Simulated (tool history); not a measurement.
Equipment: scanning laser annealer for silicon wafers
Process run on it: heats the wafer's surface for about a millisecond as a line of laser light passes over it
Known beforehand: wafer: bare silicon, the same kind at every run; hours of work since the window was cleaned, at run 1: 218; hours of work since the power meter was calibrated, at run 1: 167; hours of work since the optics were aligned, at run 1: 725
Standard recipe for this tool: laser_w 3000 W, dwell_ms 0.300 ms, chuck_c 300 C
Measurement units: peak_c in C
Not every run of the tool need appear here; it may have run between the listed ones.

run   hour  laser_w  dwell_ms  chuck_c  hours of work since the window was cleaned  hours of work since the power meter was calibrated  hours of work since the optics were aligned  peak_c
  1    0.0     3000     0.300      300                                         218                                                 167                                          725    1047
  2   15.8     3000     0.300      304                                         225                                                 175                                          733    1050
  3   50.1     3000     0.300      304                                         242                                                 191                                          750    1047
  4   86.9     3000     0.300      304                                         260                                                 209                                          768    1047
  5  108.8     3000     0.300      300                                         271                                                 220                                          778    1043
  6  139.3     3000     0.300      300                                         286                                                 235                                          793    1043
  7  162.3     3000     0.300      300                                         297                                                 246                                          805    1042
  8  178.4     3000     0.300      300                                         305                                                 254                                          812    1042
     183.8  -- window over the wafer cleaned
  9  210.2     2633     0.300      300                                          13                                                 269                                          827     965
 10  226.7     2633     0.214      300                                          21                                                 277                                          835     854
 11  251.8     2633     0.214      300                                          33                                                 289                                          847     853
 12  275.2     2633     0.214      300                                          45                                                 301                                          859     850
 13  305.8     2633     0.214      300                                          60                                                 316                                          874     851
 14  335.2     2633     0.214      300                                          74                                                 330                                          888     850
 15  354.2     2993     0.270      296                                          83                                                 339                                          898    1001
 16  386.6     3000     0.300      298                                          99                                                 355                                          913    1047
 17  421.5     3000     0.300      298                                         116                                                 372                                          931    1048
 18  455.4     3000     0.300      298                                         133                                                 389                                          947    1047
 19  488.0     3000     0.300      298                                         149                                                 405                                          963    1045
 20  507.1     3000     0.374      302                                         158                                                 414                                          973    1146
 21  543.5     3000     0.374      302                                         176                                                 432                                          990    1145
 22  566.6     3000     0.374      302                                         188                                                 444                                         1002    1145
 23  583.1     3000     0.374      287                                         196                                                 452                                         1010    1129

Each row is a separate what-if for the run after 23, all from the same tool condition, not one after another. Results?
  A  605.6     3203     0.300      288                                         207                                                 463                                         1021       ?
  B  605.6     3000     0.210      317                                         207                                                 463                                         1021       ?
  C  605.6     3000     0.239      287                                         207                                                 463                                         1021       ?
  D  605.6     2564     0.300      294                                         207                                                 463                                         1021       ?
  E  605.6     3175     0.265      300                                         207                                                 463                                         1021       ?

run  peak_c
  A    1082
  B     930
  C     944
  D     936
  E    1033
With the hidden condition removed and each run's random variation left untouched, the same runs would have given:
run  peak_c
  A    1096
  B     940
  C     956
  D     948
  E    1046
